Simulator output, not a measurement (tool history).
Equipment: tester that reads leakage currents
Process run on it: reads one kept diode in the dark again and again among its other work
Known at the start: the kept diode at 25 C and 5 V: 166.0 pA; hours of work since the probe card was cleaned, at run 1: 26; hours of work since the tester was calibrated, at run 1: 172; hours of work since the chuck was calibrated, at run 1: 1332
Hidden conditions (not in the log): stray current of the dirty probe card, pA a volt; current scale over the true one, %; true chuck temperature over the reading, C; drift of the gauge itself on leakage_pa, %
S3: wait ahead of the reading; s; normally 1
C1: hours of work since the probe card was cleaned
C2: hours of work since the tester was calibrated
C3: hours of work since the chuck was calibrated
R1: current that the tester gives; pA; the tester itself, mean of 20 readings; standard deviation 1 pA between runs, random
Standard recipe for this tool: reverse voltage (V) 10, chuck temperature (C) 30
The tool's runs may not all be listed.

run 1 day=0 | reverse_voltage_(V)=10 chuck_temperature_(C)=30 S3=1 | C1=26 C2=172 C3=1332 | R1=341.08
run 2 day=3.871 | reverse_voltage_(V)=10 chuck_temperature_(C)=30 S3=3.63 | C1=89 C2=235 C3=1395 | R1=339.88
run 3 day=11.375 | reverse_voltage_(V)=10 chuck_temperature_(C)=53 S3=3.63 | C1=211 C2=357 C3=1517 | R1=2191.17
run 4 day=16.217 | reverse_voltage_(V)=10 chuck_temperature_(C)=53 S3=3.63 | C1=289 C2=435 C3=1595 | R1=2189.16
run 5 day=21.396 | reverse_voltage_(V)=10 chuck_temperature_(C)=53 S3=3.63 | C1=373 C2=520 C3=1679 | R1=2198.83
-- day=24.279 chuck's temperature calibrated
run 6 day=26 | reverse_voltage_(V)=10 chuck_temperature_(C)=53 S3=3.63 | C1=447 C2=593 C3=28 | R1=2197.32
run 7 day=30.271 | reverse_voltage_(V)=10 chuck_temperature_(C)=30 S3=1 | C1=516 C2=662 C3=97 | R1=342.03
run 8 day=37.4 | reverse_voltage_(V)=10 chuck_temperature_(C)=30 S3=1 | C1=632 C2=778 C3=213 | R1=341.53
run 9 day=40.492 | reverse_voltage_(V)=10 chuck_temperature_(C)=47 S3=1 | C1=682 C2=828 C3=263 | R1=1385.35
run 10 day=46.696 | reverse_voltage_(V)=10 chuck_temperature_(C)=47 S3=1 | C1=783 C2=929 C3=364 | R1=1382.14
run 11 day=50.304 | reverse_voltage_(V)=10 chuck_temperature_(C)=30 S3=7.14 | C1=841 C2=987 C3=422 | R1=338.22
run 12 day=53.867 | reverse_voltage_(V)=10 chuck_temperature_(C)=30 S3=7.14 | C1=899 C2=1045 C3=480 | R1=338.83
run 13 day=59.004 | reverse_voltage_(V)=10 chuck_temperature_(C)=30 S3=7.14 | C1=982 C2=1129 C3=564 | R1=337.85
run 14 day=63 | reverse_voltage_(V)=10 chuck_temperature_(C)=30 S3=1 | C1=1047 C2=1193 C3=628 | R1=340.64
run 15 day=69.642 | reverse_voltage_(V)=10 chuck_temperature_(C)=30 S3=1 | C1=1155 C2=1301 C3=736 | R1=340.57
run 16 day=75.654 | reverse_voltage_(V)=10 chuck_temperature_(C)=30 S3=1 | C1=1253 C2=1399 C3=834 | R1=339.98
run 17 day=79.912 | reverse_voltage_(V)=10 chuck_temperature_(C)=30 S3=1 | C1=1322 C2=1468 C3=903 | R1=343.03
run 18 day=83.221 | reverse_voltage_(V)=10 chuck_temperature_(C)=30 S3=1 | C1=1375 C2=1522 C3=957 | R1=341.77
run 19 day=87.804 | reverse_voltage_(V)=10 chuck_temperature_(C)=30 S3=1 | C1=1450 C2=1596 C3=1031 | R1=340.4
run 20 day=92.75 | reverse_voltage_(V)=10 chuck_temperature_(C)=30 S3=1 | C1=1530 C2=1676 C3=1111 | R1=339.84
run 21 day=99.629 | reverse_voltage_(V)=10 chuck_temperature_(C)=30 S3=1 | C1=1642 C2=1788 C3=1223 | R1=340.54
run 22 day=106.638 | reverse_voltage_(V)=2.5 chuck_temperature_(C)=30 S3=0.35 | C1=1755 C2=1902 C3=1337 | R1=200.52
run 23 day=113.788 | reverse_voltage_(V)=10 chuck_temperature_(C)=42 S3=1 | C1=1871 C2=2018 C3=1453 | R1=935.32
run 24 day=118.517 | reverse_voltage_(V)=10 chuck_temperature_(C)=42 S3=1 | C1=1948 C2=2094 C3=1529 | R1=930.54
run 25 day=124.079 | reverse_voltage_(V)=10 chuck_temperature_(C)=42 S3=1 | C1=2038 C2=2185 C3=1620 | R1=932.67
run 26 day=129.725 | reverse_voltage_(V)=10 chuck_temperature_(C)=24 S3=1.2 | C1=2130 C2=2276 C3=1711 | R1=199.94
-- day=130.367 chuck's temperature calibrated
run 27 day=134.704 | reverse_voltage_(V)=8.3 chuck_temperature_(C)=39 S3=3.53 | C1=2209 C2=2356 C3=70 | R1=680.02
run 28 day=142.079 | reverse_voltage_(V)=10 chuck_temperature_(C)=30 S3=4.59 | C1=2329 C2=2475 C3=190 | R1=339.56
run 29 day=148.775 | reverse_voltage_(V)=14.9 chuck_temperature_(C)=30 S3=1.31 | C1=2438 C2=2584 C3=299 | R1=396.71
run 30 day=153.879 | reverse_voltage_(V)=3.4 chuck_temperature_(C)=24 S3=1 | C1=2521 C2=2667 C3=382 | R1=132.27
run 31 day=158.575 | reverse_voltage_(V)=15.3 chuck_temperature_(C)=40 S3=1 | C1=2597 C2=2743 C3=458 | R1=933.06
run 32 day=161.762 | reverse_voltage_(V)=18.3 chuck_temperature_(C)=30 S3=0.4 | C1=2649 C2=2795 C3=509 | R1=438.94
-- day=164.121 tester calibrated
run 33 day=166.129 | reverse_voltage_(V)=9.2 chuck_temperature_(C)=60 S3=2.75 | C1=2718 C2=33 C3=579 | R1=3573.69
run 34 day=170.65 | reverse_voltage_(V)=3.2 chuck_temperature_(C)=30 S3=1.03 | C1=2791 C2=106 C3=652 | R1=219.74
run 35 day=173.988 | reverse_voltage_(V)=3.2 chuck_temperature_(C)=30 S3=1.03 | C1=2846 C2=160 C3=707 | R1=219.71
run 36 day=177.317 | reverse_voltage_(V)=10 chuck_temperature_(C)=45 S3=1 | C1=2900 C2=214 C3=761 | R1=1188.78
-- day=183.346 probe card cleaned and baked
run 37 day=183.688 | reverse_voltage_(V)=10 chuck_temperature_(C)=45 S3=1 | C1=6 C2=316 C3=862 | R1=1186.55
run 38 day=189.7 | reverse_voltage_(V)=13.3 chuck_temperature_(C)=42 S3=7.95 | C1=103 C2=413 C3=960 | R1=1039.65
run 39 day=197.067 | reverse_voltage_(V)=1.7 chuck_temperature_(C)=30 S3=0.89 | C1=223 C2=533 C3=1079 | R1=171.74
run 40 day=201.683 | reverse_voltage_(V)=1.7 chuck_temperature_(C)=30 S3=0.89 | C1=298 C2=608 C3=1154 | R1=172.68
run 41 day=209.192 | reverse_voltage_(V)=2 chuck_temperature_(C)=37 S3=1 | C1=419 C2=729 C3=1276 | R1=334.21

Here are 3 independent what-if runs from the current tool condition. What would each one return?
run A day=215.429 | reverse_voltage_(V)=5.5 chuck_temperature_(C)=30 S3=2.22 | C1=521 C2=831 C3=1377 | R1=?
run B day=215.429 | reverse_voltage_(V)=10 chuck_temperature_(C)=23 S3=3.03 | C1=521 C2=831 C3=1377 | R1=?
run C day=215.429 | reverse_voltage_(V)=5.1 chuck_temperature_(C)=49 S3=0.31 | C1=521 C2=831 C3=1377 | R1=?

run=A R1=269.71
run=B R1=183.03
run=C R1=1258.25
What these runs would have given with no unlogged condition in the tool:
run=A R1=269.42
run=B R1=182.82
run=C R1=1257.1

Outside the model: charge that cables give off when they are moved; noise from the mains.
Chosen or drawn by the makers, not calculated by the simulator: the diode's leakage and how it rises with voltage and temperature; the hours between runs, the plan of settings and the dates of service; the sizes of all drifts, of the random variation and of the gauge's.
